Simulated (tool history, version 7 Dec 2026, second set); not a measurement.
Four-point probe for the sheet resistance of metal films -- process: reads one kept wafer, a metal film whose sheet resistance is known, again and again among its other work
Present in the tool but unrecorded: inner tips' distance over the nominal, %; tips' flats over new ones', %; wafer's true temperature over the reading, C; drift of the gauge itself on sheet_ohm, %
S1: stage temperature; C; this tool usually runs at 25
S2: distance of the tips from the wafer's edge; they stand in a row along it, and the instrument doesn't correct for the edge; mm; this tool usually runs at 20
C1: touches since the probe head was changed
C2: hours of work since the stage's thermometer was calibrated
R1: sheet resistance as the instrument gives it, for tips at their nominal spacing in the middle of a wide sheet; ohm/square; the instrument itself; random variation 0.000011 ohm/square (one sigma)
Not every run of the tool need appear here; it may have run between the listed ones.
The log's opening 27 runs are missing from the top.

run,hour,S1,S2,C1,C2,R1
28,2857.2,30,20,24836,507,0.053335
29,2934.1,19,11,26087,542,0.052861
30,3006.8,19,13,27270,574,0.05279
31,3155.3,27,17,29688,642,0.053144
32,3247,34,34,31179,683,0.053462
33,3366,24,16,33117,737,0.052959
34,3509.2,26,41,35448,802,0.052983
35,3643.1,18,36,37627,862,0.052509
36,3750.7,25,39,39377,911,0.05289
37,3889.4,25,39,41635,974,0.052879
38,4019.5,25,39,43753,1033,0.052862
39,4080.7,28,5,44749,1060,0.054125
40,4148.4,21,21,45850,1091,0.052664
41,4219.8,25,3,47013,1123,0.055805
42,4298,19,32,48285,1159,0.052489
43,4431.3,19,73,50455,1219,0.052445
44,4538.3,28,54,52197,1267,0.052954
45,4658.2,35,19,54148,1322,0.053409
46,4728.9,23,14,55300,1354,0.052789

Forecast each of these 3 alternatives for the next run:
A,4856.8,24,20,57381,1412,?
B,4856.8,24,7,57381,1412,?
C,4856.8,22,14,57381,1412,?

run,R1
A,0.052754
B,0.053272
C,0.052698
With the hidden condition removed and each run's random variation left untouched, the same runs would have given:
run,R1
A,0.053227
B,0.053749
C,0.053171
